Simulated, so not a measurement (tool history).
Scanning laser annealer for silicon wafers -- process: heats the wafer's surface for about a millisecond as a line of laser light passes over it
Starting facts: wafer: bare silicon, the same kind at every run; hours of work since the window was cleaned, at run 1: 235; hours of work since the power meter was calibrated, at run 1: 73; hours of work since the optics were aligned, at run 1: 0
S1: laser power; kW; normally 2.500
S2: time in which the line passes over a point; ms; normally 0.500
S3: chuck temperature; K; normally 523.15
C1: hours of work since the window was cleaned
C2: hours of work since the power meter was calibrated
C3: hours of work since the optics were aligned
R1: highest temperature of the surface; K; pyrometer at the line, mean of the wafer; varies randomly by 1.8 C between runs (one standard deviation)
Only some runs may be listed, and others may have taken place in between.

Run 1, hour 0.0: usual settings; C1 235; C2 73; C3 0. Result: R1 1325.15 K.
Run 2, hour 30.9: usual settings; C1 259; C2 97; C3 24. Result: R1 1324.15 K.
Run 3, hour 60.4: usual settings; C1 282; C2 120; C3 47. Result: R1 1321.15 K.
Run 4, hour 90.1: usual settings; C1 306; C2 144; C3 71. Result: R1 1318.15 K.
Run 5, hour 109.6: usual settings but S2 0.595 ms; C1 321; C2 159; C3 86. Result: R1 1398.15 K.
Run 6, hour 145.8: usual settings but S2 0.595 ms, S3 541.15 K; C1 350; C2 188; C3 115. Result: R1 1416.15 K.
Run 7, hour 176.7: usual settings; C1 374; C2 212; C3 139. Result: R1 1316.15 K.
Run 8, hour 207.0: usual settings; C1 398; C2 236; C3 163. Result: R1 1315.15 K.
Run 9, hour 225.9: usual settings but S1 2.736 kW; C1 413; C2 251; C3 178. Result: R1 1397.15 K.
Run 10, hour 241.6: usual settings but S1 2.736 kW; C1 425; C2 263; C3 190. Result: R1 1397.15 K.
Run 11, hour 260.5: usual settings but S1 2.736 kW, S3 541.15 K; C1 440; C2 278; C3 205. Result: R1 1412.15 K.
Run 12, hour 293.4: usual settings but S1 2.736 kW, S3 541.15 K; C1 466; C2 304; C3 231. Result: R1 1413.15 K.
Run 13, hour 324.2: usual settings but S1 2.736 kW, S3 541.15 K; C1 490; C2 328; C3 255. Result: R1 1410.15 K.
Run 14, hour 361.2: usual settings but S1 2.736 kW, S3 541.15 K; C1 519; C2 357; C3 284. Result: R1 1408.15 K.
Run 15, hour 385.0: usual settings; C1 538; C2 376; C3 303. Result: R1 1303.15 K.
Run 16, hour 414.6: usual settings; C1 561; C2 399; C3 326. Result: R1 1303.15 K.
Run 17, hour 436.0: usual settings; C1 578; C2 416; C3 343. Result: R1 1300.15 K.
Run 18, hour 473.7: usual settings; C1 607; C2 445; C3 373. Result: R1 1301.15 K.
Run 19, hour 496.5: usual settings; C1 625; C2 463; C3 390. Result: R1 1299.15 K.
Run 20, hour 530.4: usual settings; C1 652; C2 490; C3 417. Result: R1 1294.15 K.
Run 21, hour 552.3: usual settings but S1 2.249 kW, S2 0.377 ms, S3 526.15 K; C1 669; C2 507; C3 434. Result: R1 1116.15 K.
Run 22, hour 576.8: usual settings but S3 525.15 K; C1 689; C2 526; C3 454. Result: R1 1297.15 K.
Run 23, hour 605.3: usual settings but S1 2.203 kW, S2 0.550 ms, S3 549.15 K; C1 711; C2 549; C3 476. Result: R1 1252.15 K.
Run 24, hour 622.4: usual settings but S3 543.15 K; C1 724; C2 562; C3 489. Result: R1 1312.15 K.
Run 25, hour 651.0: usual settings but S1 2.634 kW, S2 0.472 ms, S3 533.15 K; C1 747; C2 585; C3 512. Result: R1 1324.15 K.
Run 26, hour 680.7: usual settings but S1 2.727 kW, S2 0.506 ms, S3 558.15 K; C1 770; C2 608; C3 535. Result: R1 1409.15 K.
Run 27, hour 703.8: usual settings but S1 2.281 kW, S2 0.492 ms; C1 788; C2 626; C3 553. Result: R1 1204.15 K.
Run 28, hour 739.6: usual settings but S1 2.571 kW, S2 0.366 ms, S3 551.15 K; C1 817; C2 654; C3 582. Result: R1 1215.15 K.
At hour 743.4: window over the wafer cleaned.
Run 29, hour 778.4: usual settings but S1 2.155 kW, S2 0.453 ms, S3 502.15 K; C1 27; C2 683; C3 611. Result: R1 1094.15 K.
Run 30, hour 801.6: usual settings but S1 2.320 kW, S3 547.15 K; C1 46; C2 702; C3 629. Result: R1 1226.15 K.
Run 31, hour 832.9: usual settings but S1 2.702 kW, S2 0.571 ms; C1 70; C2 726; C3 653. Result: R1 1391.15 K.
Run 32, hour 870.5: usual settings but S1 2.702 kW, S2 0.571 ms, S3 527.15 K; C1 100; C2 756; C3 683. Result: R1 1397.15 K.
Run 33, hour 893.8: usual settings but S1 2.726 kW, S2 0.473 ms; C1 118; C2 774; C3 701. Result: R1 1314.15 K.
At hour 924.7: window over the wafer cleaned, once more.
Run 34, hour 932.1: usual settings but S1 2.726 kW, S2 0.473 ms; C1 6; C2 803; C3 730. Result: R1 1372.15 K.
Run 35, hour 960.7: usual settings but S1 2.726 kW, S2 0.473 ms; C1 28; C2 825; C3 752. Result: R1 1369.15 K.
Run 36, hour 997.0: usual settings but S1 2.449 kW, S2 0.464 ms; C1 57; C2 854; C3 781. Result: R1 1264.15 K.
Run 37, hour 1013.0: usual settings but S1 2.449 kW, S2 0.464 ms; C1 69; C2 866; C3 794. Result: R1 1263.15 K.
Run 38, hour 1033.4: usual settings but S1 2.651 kW, S2 0.504 ms; C1 85; C2 882; C3 810. Result: R1 1368.15 K.
Run 39, hour 1059.8: usual settings but S1 2.651 kW, S2 0.518 ms, S3 499.15 K; C1 106; C2 903; C3 830. Result: R1 1357.15 K.
Run 40, hour 1080.4: usual settings but S2 0.409 ms, S3 513.15 K; C1 122; C2 919; C3 847. Result: R1 1216.15 K.

4 ways to go on from here, each from the tool as it stands after run 40. What would each give?
Run A, hour 1099.3: usual settings but S1 2.628 kW, S2 0.409 ms, S3 513.15 K; C1 137; C2 934; C3 861. Result: R1 ?.
Run B, hour 1099.3: usual settings but S3 546.15 K; C1 137; C2 934; C3 861. Result: R1 ?.
Run C, hour 1099.3: usual settings but S1 2.146 kW, S2 0.409 ms, S3 511.15 K; C1 137; C2 934; C3 861. Result: R1 ?.
Run D, hour 1099.3: usual settings but S1 2.229 kW, S2 0.464 ms, S3 511.15 K; C1 137; C2 934; C3 861. Result: R1 ?.

run       R1
  A  1260.15
  B  1329.15
  C  1102.15
  D  1171.15
The same runs, with their run-to-run variation unchanged, on a tool lacking any hidden condition would have given:
run       R1
  A  1285.15
  B  1354.15
  C  1122.15
  D  1193.15
